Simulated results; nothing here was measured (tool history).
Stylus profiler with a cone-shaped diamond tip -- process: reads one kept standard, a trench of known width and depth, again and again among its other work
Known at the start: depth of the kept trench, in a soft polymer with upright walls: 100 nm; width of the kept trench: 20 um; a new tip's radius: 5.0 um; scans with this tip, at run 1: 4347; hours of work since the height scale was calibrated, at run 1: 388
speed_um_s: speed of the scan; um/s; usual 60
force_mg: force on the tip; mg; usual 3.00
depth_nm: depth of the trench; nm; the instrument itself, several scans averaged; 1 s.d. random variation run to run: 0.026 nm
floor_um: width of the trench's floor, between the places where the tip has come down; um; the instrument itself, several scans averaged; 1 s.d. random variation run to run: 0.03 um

run     day  speed_um_s  force_mg  scans with this tip  hours of work since the height scale was calibrated  depth_nm  floor_um
  1   0.000          60      3.00                 4347                                                  388    100.56     17.66
  2   0.875          60      3.00                 4488                                                  401    100.62     17.68
  3   1.667          60      3.00                 4615                                                  412    100.59     17.68
  4   2.758          60      3.00                 4791                                                  428    100.57     17.65
  5   3.271          60      3.00                 4873                                                  435    100.57     17.62
  6   4.488          60      3.00                 5069                                                  452    100.62     17.61
  7   5.175          60      3.00                 5179                                                  462    100.64     17.63
  8   6.150          60      3.00                 5336                                                  476    100.59     17.56
  9   7.258          60      3.00                 5514                                                  492    100.60     17.62
 10   8.267          97      3.00                 5676                                                  507    100.58     17.53
 11   9.492          97      3.00                 5873                                                  524    100.58     17.50
 12  10.217          97      3.00                 5990                                                  535    100.60     17.53
 13  11.217          60      3.00                 6150                                                  549    100.57     17.56
 14  12.342          60      1.28                 6331                                                  565    100.31     17.51
 15  12.971          60      3.21                 6432                                                  574    100.58     17.56
 16  13.762          60      3.21                 6560                                                  586    100.60     17.56
 17  14.946          60      2.02                 6750                                                  602    100.44     17.47
 18  15.846          60      2.02                 6895                                                  615    100.45     17.53
 19  16.608          60      3.00                 7017                                                  626    100.53     17.52
 20  17.462          60      3.00                 7154                                                  639    100.59     17.51
 21  18.150          60      3.00                 7265                                                  648    100.53     17.52
 22  19.267          60      3.00                 7444                                                  664    100.53     17.54
 23  20.208          20      7.52                 7596                                                  678    101.07     17.54
 24  21.350          42      1.12                 7779                                                  694    100.22     17.49
 25  22.175          19      2.19                 7912                                                  706    100.42     17.47
 26  23.208          19      2.19                 8078                                                  721    100.39     17.48
 27  24.300          60      1.72                 8254                                                  737    100.36     17.41
 28  24.946         125      1.09                 8358                                                  746    100.24     17.16
 29  26.029         125      1.09                 8531                                                  762    100.20     17.20
 30  27.150         166      1.56                 8712                                                  778    100.31     17.16
 31  27.717         239      2.45                 8803                                                  786    100.47     17.07
 32  28.729          28      1.08                 8966                                                  800    100.22     17.41
 33  29.288          41      5.90                 9055                                                  808    100.90     17.49
 34  30.125          69      1.42                 9190                                                  820    100.24     17.33
 35  30.692          27      7.53                 9281                                                  828    101.03     17.47
 36  31.633         151      1.91                 9433                                                  842    100.37     17.16
 37  32.392          60      1.17                 9554                                                  853    100.21     17.28
 38  32.983          22      3.73                 9649                                                  861    100.58     17.46
 39  34.129          22      3.73                 9833                                                  878    100.61     17.43
 40  35.275          22      3.73                10018                                                  894    100.63     17.39
 41  36.462          98      3.73                10208                                                  911    100.61     17.29

Pick out some run-to-run changes in depth_nm. Of each, how much would a tool without hidden state show as well, from the settings, what came in and chance, and how much is left for the hidden state and any gauge scatter not in both results compared?
Hidden conditions of the tool in this case: radius of the tip, um; height scale over the true one, %; drift of the gauge itself on depth_nm, %; drift of the gauge itself on floor_um, %.
Run 4 -> 5: settings left as they were, no log entry in between. depth_nm +0.00 nm: hidden state -0.01, all else +0.01.
Run 7 -> 8: settings left as they were, no log entry in between. depth_nm -0.05 nm: hidden state -0.01, all else -0.04.
Run 13 -> 14: force_mg 3.00 -> 1.28. depth_nm -0.26 nm: hidden state -0.01, all else -0.25.
Run 23 -> 24: speed_um_s 20 -> 42, force_mg 7.52 -> 1.12. depth_nm -0.85 nm: hidden state -0.01, all else -0.84.
Run 32 -> 33: speed_um_s 28 -> 41, force_mg 1.08 -> 5.90. depth_nm +0.68 nm: hidden state -0.01, all else +0.69.
Run 34 -> 35: speed_um_s 69 -> 27, force_mg 1.42 -> 7.53. depth_nm +0.79 nm: hidden state +0.00, all else +0.79.
